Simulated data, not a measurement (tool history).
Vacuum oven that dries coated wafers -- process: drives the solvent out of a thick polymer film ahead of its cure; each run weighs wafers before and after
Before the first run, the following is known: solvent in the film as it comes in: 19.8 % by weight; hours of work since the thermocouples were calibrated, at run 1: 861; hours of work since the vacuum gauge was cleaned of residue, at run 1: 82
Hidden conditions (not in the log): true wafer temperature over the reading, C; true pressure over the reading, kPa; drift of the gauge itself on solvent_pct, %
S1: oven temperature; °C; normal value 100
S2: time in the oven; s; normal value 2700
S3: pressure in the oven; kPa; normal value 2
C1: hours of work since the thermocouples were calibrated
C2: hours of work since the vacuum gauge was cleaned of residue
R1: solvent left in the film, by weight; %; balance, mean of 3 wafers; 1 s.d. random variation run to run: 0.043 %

| run | hour | S1 | S2 | S3 | C1 | C2 | R1 |
|---|---|---|---|---|---|---|---|
| 1 | 0 | 100 | 2700 | 2 | 861 | 82 | 6.34 |
| 2 | 6.7 | 100 | 2700 | 2 | 865 | 86 | 6.33 |
| 3 | 16.2 | 100 | 2700 | 2 | 872 | 93 | 6.27 |
| 4 | 24.6 | 100 | 2700 | 1.14 | 877 | 98 | 4.86 |
| 5 | 33.3 | 100 | 2700 | 3.45 | 883 | 104 | 8.67 |
| 6 | 43.7 | 100 | 2700 | 3.45 | 890 | 111 | 8.83 |
| 7 | 55.7 | 100 | 2700 | 3.45 | 899 | 120 | 8.82 |
| 8 | 65.7 | 100 | 2700 | 3.45 | 905 | 126 | 8.83 |
| 9 | 79 | 100 | 2700 | 3.45 | 914 | 135 | 8.89 |
| 10 | 87.7 | 100 | 2700 | 3.45 | 920 | 141 | 8.84 |
| 11 | 99.6 | 100 | 2700 | 3.45 | 928 | 149 | 8.8 |
| 12 | 108.4 | 100 | 2700 | 3.45 | 934 | 155 | 8.87 |
| 13 | 115.3 | 100 | 2700 | 3.45 | 939 | 160 | 8.84 |
| 14 | 126.5 | 100 | 2700 | 3.45 | 947 | 168 | 8.88 |
| 15 | 140.5 | 100 | 2460 | 3.45 | 956 | 177 | 9.12 |
| 16 | 152.1 | 100 | 2460 | 3.45 | 964 | 185 | 9.16 |
| 17 | 166.2 | 100 | 2460 | 3.45 | 973 | 195 | 9.28 |
| 18 | 179.8 | 100 | 2460 | 3.45 | 983 | 204 | 9.21 |
| 19 | 191.8 | 100 | 2460 | 3.45 | 991 | 212 | 9.16 |
| 20 | 202.2 | 100 | 2460 | 3.45 | 998 | 219 | 9.22 |
| 21 | 213.4 | 100 | 2460 | 3.45 | 1006 | 227 | 9.22 |
| 22 | 228.1 | 100 | 2460 | 3.45 | 1015 | 237 | 9.24 |
| 23 | 238.6 | 90 | 2040 | 4.54 | 1023 | 244 | 15.61 |
| 24 | 253.5 | 90 | 2040 | 4.54 | 1033 | 254 | 15.63 |
| 25 | 267.6 | 104 | 2040 | 5.42 | 1042 | 263 | 11.38 |
| 26 | 281.1 | 114 | 3960 | 7.38 | 1051 | 272 | 9.35 |
| 27 | 293.3 | 114 | 1980 | 3.22 | 1060 | 281 | 5.55 |
| 28 | 300.1 | 100 | 3180 | 2 | 1064 | 285 | 5.85 |
| 29 | 311.7 | 100 | 2220 | 2 | 1072 | 293 | 7.2 |
|  | 325.7 | oven's thermocouples calibrated |
| 30 | 328.3 | 100 | 2220 | 2 | 2 | 303 | 7.19 |
| 31 | 336.2 | 100 | 2220 | 2 | 7 | 308 | 7.13 |
| 32 | 349.5 | 103 | 2160 | 1.03 | 16 | 318 | 4.86 |
| 33 | 360.5 | 112 | 1740 | 1.32 | 24 | 325 | 4.24 |
| 34 | 372.8 | 100 | 2940 | 5.25 | 32 | 333 | 11.81 |
| 35 | 379.4 | 87 | 1380 | 5.25 | 36 | 338 | 18.39 |
| 36 | 385.7 | 100 | 2700 | 4.91 | 41 | 342 | 11.32 |
| 37 | 399.7 | 100 | 1380 | 4.91 | 50 | 352 | 13.17 |
| 38 | 407.6 | 100 | 1380 | 4.91 | 56 | 357 | 13.2 |
| 39 | 419.4 | 107 | 2580 | 4.91 | 64 | 365 | 8.79 |
| 40 | 431 | 111 | 1860 | 6.08 | 71 | 373 | 9.83 |
| 41 | 446 | 107 | 3300 | 4.49 | 82 | 383 | 7.78 |
| 42 | 457.9 | 89 | 4260 | 4.28 | 90 | 391 | 14.05 |

Alternative continuations, all from the tool just after run 42; predict every row:
| A | 471.4 | 89 | 4260 | 2.15 | 99 | 400 | ? |
| B | 471.4 | 97 | 2040 | 2.13 | 99 | 400 | ? |
| C | 471.4 | 100 | 4260 | 4.28 | 99 | 400 | ? |
| D | 471.4 | 100 | 2700 | 1.52 | 99 | 400 | ? |

| run | R1 |
|---|---|
| A | 8.49 |
| B | 8.63 |
| C | 9.41 |
| D | 5.66 |
Stripped of hidden state, with their random variation kept, the same runs would have yielded:
| run | R1 |
|---|---|
| A | 7.92 |
| B | 8.16 |
| C | 8.88 |
| D | 5.24 |
